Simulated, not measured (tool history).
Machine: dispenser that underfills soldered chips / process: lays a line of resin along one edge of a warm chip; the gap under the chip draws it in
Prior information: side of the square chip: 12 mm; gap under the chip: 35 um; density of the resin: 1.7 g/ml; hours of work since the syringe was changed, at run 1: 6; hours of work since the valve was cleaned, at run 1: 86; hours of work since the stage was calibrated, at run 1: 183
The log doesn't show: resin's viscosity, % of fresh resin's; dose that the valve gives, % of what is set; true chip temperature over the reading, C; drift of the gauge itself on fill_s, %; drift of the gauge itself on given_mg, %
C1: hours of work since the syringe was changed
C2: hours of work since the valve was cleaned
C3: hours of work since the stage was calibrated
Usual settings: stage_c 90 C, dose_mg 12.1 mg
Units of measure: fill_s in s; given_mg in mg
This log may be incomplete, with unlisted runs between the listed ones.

Run 1, day 0: usual settings; C1 6; C2 86; C3 183. Result: fill_s 414.5 s, given_mg 11.75 mg.
At day 0.229: new syringe of resin.
Run 2, day 0.438: usual settings but dose_mg 12.5 mg; C1 3; C2 93; C3 189. Result: fill_s 378.2 s, given_mg 12.13 mg.
Run 3, day 0.738: usual settings but stage_c 84 C, dose_mg 12.5 mg; C1 8; C2 98; C3 194. Result: fill_s 610.1 s, given_mg 12.11 mg.
At day 0.817: new syringe of resin.
Run 4, day 0.975: usual settings but stage_c 82 C, dose_mg 12.5 mg; C1 2; C2 101; C3 197. Result: fill_s 529.4 s, given_mg 12.1 mg.
Run 5, day 1.388: usual settings but stage_c 82 C, dose_mg 12.5 mg; C1 9; C2 107; C3 204. Result: fill_s 690.1 s, given_mg 12.04 mg.
At day 1.429: new syringe of resin.
At day 1.85: dispensing valve cleaned and set on the balance.
Run 6, day 1.867: usual settings but stage_c 76 C; C1 6; C2 0; C3 210. Result: fill_s 805.6 s, given_mg 12.15 mg.
At day 2.1: new syringe of resin.
Run 7, day 2.112: usual settings but stage_c 98 C; C1 0; C2 4; C3 214. Result: fill_s 232.4 s, given_mg 12.16 mg.
Run 8, day 2.442: usual settings but stage_c 98 C; C1 5; C2 9; C3 219. Result: fill_s 283.8 s, given_mg 12.05 mg.
At day 2.692: new syringe of resin.
Run 9, day 2.85: usual settings but stage_c 98 C; C1 2; C2 15; C3 225. Result: fill_s 254.5 s, given_mg 12.08 mg.
At day 3.308: new syringe of resin.
Run 10, day 3.392: usual settings; C1 1; C2 23; C3 233. Result: fill_s 339.9 s, given_mg 12.03 mg.
At day 3.904: new syringe of resin.
Run 11, day 3.929: usual settings; C1 0; C2 31; C3 241. Result: fill_s 328.9 s, given_mg 12.01 mg.
Run 12, day 4.35: usual settings; C1 7; C2 38; C3 247. Result: fill_s 436.8 s, given_mg 12 mg.
At day 4.496: new syringe of resin.
Run 13, day 4.846: usual settings; C1 5; C2 45; C3 255. Result: fill_s 399.7 s, given_mg 11.91 mg.
At day 5.104: new syringe of resin.
Run 14, day 5.121: usual settings; C1 0; C2 49; C3 259. Result: fill_s 327.1 s, given_mg 11.93 mg.
Run 15, day 5.488: usual settings; C1 6; C2 55; C3 264. Result: fill_s 414.8 s, given_mg 11.92 mg.
At day 5.688: new syringe of resin.
Run 16, day 5.817: usual settings; C1 2; C2 59; C3 269. Result: fill_s 356.2 s, given_mg 11.88 mg.
Run 17, day 6.158: usual settings but dose_mg 11.6 mg; C1 7; C2 65; C3 275. Result: fill_s 455.1 s, given_mg 11.35 mg.
At day 6.292: new syringe of resin.
Run 18, day 6.396: usual settings but stage_c 83 C, dose_mg 15.4 mg; C1 2; C2 68; C3 278. Result: fill_s 452.9 s, given_mg 15.1 mg.
At day 6.904: new syringe of resin.
Run 19, day 6.921: usual settings but stage_c 83 C, dose_mg 15.4 mg; C1 0; C2 76; C3 286. Result: fill_s 435.4 s, given_mg 15.08 mg.
Run 20, day 7.396: usual settings but stage_c 88 C; C1 8; C2 83; C3 293. Result: fill_s 492.9 s, given_mg 11.78 mg.
At day 7.508: new syringe of resin.
Run 21, day 7.862: usual settings but stage_c 88 C; C1 5; C2 90; C3 300. Result: fill_s 438.3 s, given_mg 11.74 mg.
At day 8.112: new syringe of resin.
Run 22, day 8.212: usual settings but stage_c 88 C; C1 2; C2 95; C3 305. Result: fill_s 367.5 s, given_mg 11.75 mg.
Run 23, day 8.438: usual settings but stage_c 98 C; C1 5; C2 99; C3 309. Result: fill_s 274.5 s, given_mg 11.76 mg.
At day 8.704: new syringe of resin.
Run 24, day 8.829: usual settings but stage_c 77 C; C1 2; C2 105; C3 315. Result: fill_s 636.6 s, given_mg 11.72 mg.
Run 25, day 9.088: usual settings but stage_c 77 C, dose_mg 11.2 mg; C1 6; C2 109; C3 318. Result: fill_s 768.7 s, given_mg 10.79 mg.
At day 9.3: new syringe of resin.
At day 9.458: dispensing valve cleaned and set on the balance.
Run 26, day 9.488: usual settings but stage_c 75 C, dose_mg 14.6 mg; C1 2; C2 0; C3 324. Result: fill_s 694.6 s, given_mg 14.68 mg.
Run 27, day 9.717: usual settings but stage_c 75 C, dose_mg 10.5 mg; C1 6; C2 4; C3 327. Result: fill_s 868 s, given_mg 10.53 mg.
At day 9.946: new syringe of resin.
Run 28, day 10.233: usual settings but stage_c 104 C; C1 4; C2 12; C3 335. Result: fill_s 207.7 s, given_mg 12.12 mg.
At day 10.538: new syringe of resin.
Run 29, day 10.646: usual settings but stage_c 104 C, dose_mg 15.1 mg; C1 2; C2 18; C3 341. Result: fill_s 179.6 s, given_mg 15.07 mg.
Run 30, day 10.938: usual settings but stage_c 104 C, dose_mg 15.1 mg; C1 6; C2 22; C3 346. Result: fill_s 215 s, given_mg 15.06 mg.
At day 11.154: new syringe of resin.
Run 31, day 11.362: usual settings but stage_c 83 C, dose_mg 14.6 mg; C1 3; C2 29; C3 352. Result: fill_s 482.6 s, given_mg 14.49 mg.
At day 11.762: new syringe of resin.
Run 32, day 11.85: usual settings but stage_c 81 C, dose_mg 12.7 mg; C1 1; C2 36; C3 359. Result: fill_s 492.6 s, given_mg 12.58 mg.
Run 33, day 12.296: usual settings but stage_c 81 C, dose_mg 12.7 mg; C1 8; C2 43; C3 366. Result: fill_s 646.6 s, given_mg 12.55 mg.
At day 12.375: new syringe of resin.
Run 34, day 12.8: usual settings but stage_c 83 C, dose_mg 15.4 mg; C1 7; C2 50; C3 374. Result: fill_s 535.7 s, given_mg 15.18 mg.

Difference, measured minus no-hidden-state, one row per run. Run-to-run variation is common to both terms; the gauge's own scatter need not be:
run  fill_s  given_mg
  1   +74.5     -0.36
  2   +36.4     -0.39
  3  +155.2     -0.41
  4   +27.5     -0.43
  5  +188.6     -0.45
  6  +136.4     +0.03
  7    -9.9     +0.02
  8   +44.3        +0
  9   +11.7     -0.03
 10    -5.7     -0.07
 11   -15.5      -0.1
 12   +87.8     -0.13
 13   +55.1     -0.15
 14   -16.2     -0.17
 15   +70.2      -0.2
 16   +13.3     -0.22
 17  +104.3     -0.23
 18    -8.3     -0.32
 19   -29.1     -0.36
 20    +108     -0.32
 21   +58.9     -0.34
 22    -7.2     -0.37
 23   +33.3     -0.38
 24      -9      -0.4
 25  +109.8     -0.39
 26      +2     +0.06
 27  +121.4     +0.03
 28     +19        +0
 29    -2.7     -0.03
 30     +34     -0.06
 31   +18.6     -0.08
 32   -28.7      -0.1
 33  +132.6     -0.13
 34   +78.3      -0.2
